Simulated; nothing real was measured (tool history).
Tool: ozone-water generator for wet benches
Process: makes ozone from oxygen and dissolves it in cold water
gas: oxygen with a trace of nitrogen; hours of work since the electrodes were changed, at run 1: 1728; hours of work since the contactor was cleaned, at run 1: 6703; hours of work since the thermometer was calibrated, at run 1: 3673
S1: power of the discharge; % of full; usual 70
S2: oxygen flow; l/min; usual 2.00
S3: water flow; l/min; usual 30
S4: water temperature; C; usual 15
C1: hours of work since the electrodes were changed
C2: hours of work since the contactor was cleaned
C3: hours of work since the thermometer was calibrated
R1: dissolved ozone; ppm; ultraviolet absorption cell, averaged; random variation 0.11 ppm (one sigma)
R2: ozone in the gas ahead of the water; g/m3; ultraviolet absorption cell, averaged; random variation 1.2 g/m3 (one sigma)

{"run": 1, "hour": 0.0, "S1": 70, "S2": 2.0, "S3": 30, "S4": 15, "C1": 1728, "C2": 6703, "C3": 3673, "R1": 8.1, "R2": 202.0}
{"run": 2, "hour": 45.7, "S1": 70, "S2": 2.0, "S3": 30, "S4": 15, "C1": 1768, "C2": 6743, "C3": 3713, "R1": 8.1, "R2": 201.8}
{"hour": 51.0, "done": "water thermometer calibrated"}
{"run": 3, "hour": 109.9, "S1": 70, "S2": 2.0, "S3": 30, "S4": 15, "C1": 1824, "C2": 6798, "C3": 51, "R1": 8.0, "R2": 203.0}
{"run": 4, "hour": 157.7, "S1": 70, "S2": 2.0, "S3": 30, "S4": 15, "C1": 1866, "C2": 6840, "C3": 93, "R1": 7.8, "R2": 201.1}
{"hour": 219.4, "done": "water thermometer calibrated, once more"}
{"run": 5, "hour": 230.7, "S1": 70, "S2": 2.0, "S3": 22, "S4": 15, "C1": 1929, "C2": 6903, "C3": 10, "R1": 11.0, "R2": 202.8}
{"run": 6, "hour": 305.6, "S1": 70, "S2": 2.0, "S3": 22, "S4": 15, "C1": 1994, "C2": 6969, "C3": 75, "R1": 11.2, "R2": 202.7}
{"run": 7, "hour": 355.2, "S1": 70, "S2": 2.0, "S3": 22, "S4": 15, "C1": 2038, "C2": 7012, "C3": 119, "R1": 11.0, "R2": 199.5}
{"run": 8, "hour": 444.7, "S1": 70, "S2": 2.0, "S3": 30, "S4": 15, "C1": 2116, "C2": 7090, "C3": 197, "R1": 7.9, "R2": 201.5}
{"run": 9, "hour": 523.9, "S1": 81, "S2": 2.0, "S3": 30, "S4": 15, "C1": 2185, "C2": 7159, "C3": 266, "R1": 8.3, "R2": 218.9}
{"run": 10, "hour": 595.2, "S1": 81, "S2": 2.0, "S3": 30, "S4": 15, "C1": 2247, "C2": 7222, "C3": 328, "R1": 8.5, "R2": 219.5}
{"run": 11, "hour": 659.7, "S1": 70, "S2": 2.0, "S3": 18, "S4": 15, "C1": 2303, "C2": 7278, "C3": 384, "R1": 13.7, "R2": 199.4}
{"run": 12, "hour": 756.1, "S1": 70, "S2": 2.0, "S3": 18, "S4": 15, "C1": 2387, "C2": 7362, "C3": 469, "R1": 13.5, "R2": 198.1}
{"run": 13, "hour": 867.4, "S1": 70, "S2": 2.0, "S3": 18, "S4": 15, "C1": 2485, "C2": 7459, "C3": 566, "R1": 13.5, "R2": 197.6}
{"run": 14, "hour": 932.7, "S1": 70, "S2": 2.0, "S3": 18, "S4": 15, "C1": 2542, "C2": 7516, "C3": 623, "R1": 13.3, "R2": 199.0}
{"run": 15, "hour": 1010.7, "S1": 70, "S2": 2.0, "S3": 30, "S4": 15, "C1": 2610, "C2": 7584, "C3": 691, "R1": 7.8, "R2": 199.2}
{"run": 16, "hour": 1121.7, "S1": 70, "S2": 2.0, "S3": 30, "S4": 15, "C1": 2707, "C2": 7681, "C3": 788, "R1": 7.8, "R2": 198.4}
{"run": 17, "hour": 1178.6, "S1": 70, "S2": 2.0, "S3": 20, "S4": 17, "C1": 2756, "C2": 7731, "C3": 837, "R1": 12.2, "R2": 200.0}
{"run": 18, "hour": 1262.9, "S1": 70, "S2": 1.6, "S3": 30, "S4": 15, "C1": 2830, "C2": 7805, "C3": 911, "R1": 6.9, "R2": 217.8}
{"run": 19, "hour": 1373.6, "S1": 70, "S2": 1.6, "S3": 30, "S4": 15, "C1": 2927, "C2": 7901, "C3": 1008, "R1": 7.0, "R2": 215.3}
{"run": 20, "hour": 1424.2, "S1": 55, "S2": 2.0, "S3": 30, "S4": 15, "C1": 2971, "C2": 7945, "C3": 1052, "R1": 7.0, "R2": 173.6}
{"run": 21, "hour": 1498.3, "S1": 55, "S2": 1.97, "S3": 36, "S4": 9, "C1": 3035, "C2": 8010, "C3": 1116, "R1": 5.7, "R2": 175.5}
{"run": 22, "hour": 1574.2, "S1": 79, "S2": 1.21, "S3": 29, "S4": 16, "C1": 3102, "C2": 8076, "C3": 1183, "R1": 6.3, "R2": 255.6}
{"run": 23, "hour": 1643.0, "S1": 49, "S2": 1.02, "S3": 32, "S4": 16, "C1": 3162, "C2": 8136, "C3": 1243, "R1": 4.3, "R2": 214.4}
{"run": 24, "hour": 1731.6, "S1": 49, "S2": 1.02, "S3": 32, "S4": 16, "C1": 3239, "C2": 8214, "C3": 1320, "R1": 4.1, "R2": 214.5}
{"run": 25, "hour": 1835.6, "S1": 49, "S2": 1.02, "S3": 32, "S4": 16, "C1": 3330, "C2": 8304, "C3": 1411, "R1": 4.2, "R2": 211.6}
{"hour": 1899.3, "done": "contactor cleaned"}
{"run": 26, "hour": 1908.8, "S1": 51, "S2": 1.28, "S3": 23, "S4": 9, "C1": 3390, "C2": 8, "C3": 1471, "R1": 7.7, "R2": 200.2}
{"run": 27, "hour": 1982.2, "S1": 70, "S2": 2.31, "S3": 30, "S4": 8, "C1": 3454, "C2": 72, "C3": 1535, "R1": 8.9, "R2": 184.0}
{"run": 28, "hour": 2080.4, "S1": 70, "S2": 2.31, "S3": 30, "S4": 8, "C1": 3540, "C2": 158, "C3": 1621, "R1": 8.9, "R2": 183.8}
{"run": 29, "hour": 2177.9, "S1": 70, "S2": 2.31, "S3": 30, "S4": 8, "C1": 3625, "C2": 243, "C3": 1706, "R1": 9.0, "R2": 183.5}
{"run": 30, "hour": 2243.5, "S1": 48, "S2": 2.0, "S3": 30, "S4": 14, "C1": 3682, "C2": 300, "C3": 1763, "R1": 6.7, "R2": 160.3}
{"run": 31, "hour": 2318.0, "S1": 48, "S2": 2.0, "S3": 30, "S4": 14, "C1": 3748, "C2": 365, "C3": 1829, "R1": 6.4, "R2": 160.1}
{"run": 32, "hour": 2380.0, "S1": 48, "S2": 2.0, "S3": 30, "S4": 14, "C1": 3802, "C2": 420, "C3": 1883, "R1": 6.6, "R2": 159.1}

Forecast each of these 4 alternatives for the next run:
{"run": "A", "hour": 2444.1, "S1": 84, "S2": 2.0, "S3": 30, "S4": 14, "C1": 3858, "C2": 476, "C3": 1939, "R1": "?", "R2": "?"}
{"run": "B", "hour": 2444.1, "S1": 70, "S2": 1.76, "S3": 30, "S4": 13, "C1": 3858, "C2": 476, "C3": 1939, "R1": "?", "R2": "?"}
{"run": "C", "hour": 2444.1, "S1": 76, "S2": 2.0, "S3": 30, "S4": 14, "C1": 3858, "C2": 476, "C3": 1939, "R1": "?", "R2": "?"}
{"run": "D", "hour": 2444.1, "S1": 70, "S2": 2.0, "S3": 39, "S4": 15, "C1": 3858, "C2": 476, "C3": 1939, "R1": "?", "R2": "?"}

run=A R1=8.7 R2=211.4
run=B R1=7.5 R2=203.8
run=C R1=8.5 R2=201.7
run=D R1=5.8 R2=193.9
Without the tool's hidden state the same runs would have given:
run=A R1=9.6 R2=231.6
run=B R1=8.2 R2=221.4
run=C R1=9.3 R2=220.0
run=D R1=6.4 R2=210.7
